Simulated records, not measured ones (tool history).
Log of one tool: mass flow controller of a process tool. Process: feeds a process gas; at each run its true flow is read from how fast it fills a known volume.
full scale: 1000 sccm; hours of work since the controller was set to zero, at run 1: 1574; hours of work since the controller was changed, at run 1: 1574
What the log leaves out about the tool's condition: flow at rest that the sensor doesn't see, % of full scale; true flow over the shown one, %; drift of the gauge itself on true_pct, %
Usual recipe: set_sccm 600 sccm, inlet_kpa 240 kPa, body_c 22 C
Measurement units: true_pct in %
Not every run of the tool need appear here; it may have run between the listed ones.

run    hour  set_sccm  inlet_kpa  body_c  hours of work since the controller was set to zero  hours of work since the controller was changed  true_pct
  1     0.0       600        240      22                                                1574                                            1574     98.58
  2   362.0       600        240      21                                                1778                                            1778     98.60
  3   618.5       600        240      21                                                1923                                            1923     98.46
  4  1024.2       600        240      21                                                2152                                            2152     98.28
  5  1377.6       600        240      21                                                2352                                            2352     98.39
  6  1606.1       464        161      31                                                2481                                            2481     98.33
  7  1927.7       464        161      33                                                2663                                            2663     98.57
  8  2354.8       117        220      33                                                2904                                            2904     97.50
  9  2647.1       600        256      22                                                3069                                            3069     98.34
 10  2867.4       406        255      25                                                3194                                            3194     97.95

Here are 5 independent what-if runs from the current tool condition. What would each one return?
  A  3135.8       150        240      26                                                3345                                            3345         ?
  B  3135.8       189        235      30                                                3345                                            3345         ?
  C  3135.8       600        272      22                                                3345                                            3345         ?
  D  3135.8       826        247      22                                                3345                                            3345         ?
  E  3135.8       165        255      29                                                3345                                            3345         ?

run  true_pct
  A     97.10
  B     97.41
  C     98.34
  D     98.92
  E     97.50
What these runs would have given with no unlogged condition in the tool:
run  true_pct
  A     97.52
  B     97.84
  C     98.75
  D     99.33
  E     97.93
